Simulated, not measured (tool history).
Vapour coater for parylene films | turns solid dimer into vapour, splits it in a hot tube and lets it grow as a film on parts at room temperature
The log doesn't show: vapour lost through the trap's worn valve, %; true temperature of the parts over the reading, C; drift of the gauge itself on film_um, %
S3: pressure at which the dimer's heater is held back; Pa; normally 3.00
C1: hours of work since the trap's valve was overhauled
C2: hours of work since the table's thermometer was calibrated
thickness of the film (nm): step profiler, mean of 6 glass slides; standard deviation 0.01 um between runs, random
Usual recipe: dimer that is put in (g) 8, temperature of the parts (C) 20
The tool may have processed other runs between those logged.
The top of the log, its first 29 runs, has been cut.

run 30 hour=553.0 | dimer_that_is_put_in_(g)=8 temperature_of_the_parts_(C)=19 S3=9.67 | C1=564 C2=564 | thickness_of_the_film_(nm)=1440
run 31 hour=580.8 | dimer_that_is_put_in_(g)=8 temperature_of_the_parts_(C)=19 S3=9.67 | C1=589 C2=589 | thickness_of_the_film_(nm)=1420
-- hour=586.5 trap's valve overhauled
run 32 hour=610.5 | dimer_that_is_put_in_(g)=8 temperature_of_the_parts_(C)=19 S3=9.67 | C1=21 C2=611 | thickness_of_the_film_(nm)=1520
run 33 hour=626.4 | dimer_that_is_put_in_(g)=9 temperature_of_the_parts_(C)=12 S3=2.57 | C1=35 C2=625 | thickness_of_the_film_(nm)=2370
run 34 hour=653.1 | dimer_that_is_put_in_(g)=12 temperature_of_the_parts_(C)=14 S3=2.57 | C1=59 C2=649 | thickness_of_the_film_(nm)=2950
run 35 hour=676.4 | dimer_that_is_put_in_(g)=12 temperature_of_the_parts_(C)=14 S3=2.57 | C1=80 C2=670 | thickness_of_the_film_(nm)=2940
run 36 hour=689.1 | dimer_that_is_put_in_(g)=8 temperature_of_the_parts_(C)=20 S3=3.05 | C1=91 C2=681 | thickness_of_the_film_(nm)=1580
run 37 hour=702.4 | dimer_that_is_put_in_(g)=8 temperature_of_the_parts_(C)=13 S3=2.59 | C1=103 C2=693 | thickness_of_the_film_(nm)=2030
run 38 hour=723.1 | dimer_that_is_put_in_(g)=8 temperature_of_the_parts_(C)=23 S3=2.69 | C1=121 C2=711 | thickness_of_the_film_(nm)=1430
run 39 hour=736.8 | dimer_that_is_put_in_(g)=10 temperature_of_the_parts_(C)=24 S3=6.01 | C1=134 C2=724 | thickness_of_the_film_(nm)=1660
run 40 hour=761.5 | dimer_that_is_put_in_(g)=8 temperature_of_the_parts_(C)=18 S3=7.08 | C1=155 C2=746 | thickness_of_the_film_(nm)=1610
run 41 hour=786.9 | dimer_that_is_put_in_(g)=7 temperature_of_the_parts_(C)=18 S3=5.45 | C1=178 C2=768 | thickness_of_the_film_(nm)=1410
run 42 hour=814.4 | dimer_that_is_put_in_(g)=7 temperature_of_the_parts_(C)=18 S3=5.45 | C1=202 C2=793 | thickness_of_the_film_(nm)=1420
run 43 hour=836.8 | dimer_that_is_put_in_(g)=3 temperature_of_the_parts_(C)=17 S3=9.42 | C1=222 C2=812 | thickness_of_the_film_(nm)=600

What if the next run were any one of these 4? Each begins from the tool's condition after run 43:
run A hour=859.2 | dimer_that_is_put_in_(g)=8 temperature_of_the_parts_(C)=20 S3=2.16 | C1=242 C2=832 | thickness_of_the_film_(nm)=?
run B hour=859.2 | dimer_that_is_put_in_(g)=5 temperature_of_the_parts_(C)=32 S3=2.23 | C1=242 C2=832 | thickness_of_the_film_(nm)=?
run C hour=859.2 | dimer_that_is_put_in_(g)=13 temperature_of_the_parts_(C)=25 S3=2.23 | C1=242 C2=832 | thickness_of_the_film_(nm)=?
run D hour=859.2 | dimer_that_is_put_in_(g)=6 temperature_of_the_parts_(C)=29 S3=2.30 | C1=242 C2=832 | thickness_of_the_film_(nm)=?

run=A thickness_of_the_film_(nm)=1610
run=B thickness_of_the_film_(nm)=670
run=C thickness_of_the_film_(nm)=2200
run=D thickness_of_the_film_(nm)=880
Without the tool's hidden state the same runs would have given:
run=A thickness_of_the_film_(nm)=1650
run=B thickness_of_the_film_(nm)=690
run=C thickness_of_the_film_(nm)=2260
run=D thickness_of_the_film_(nm)=900
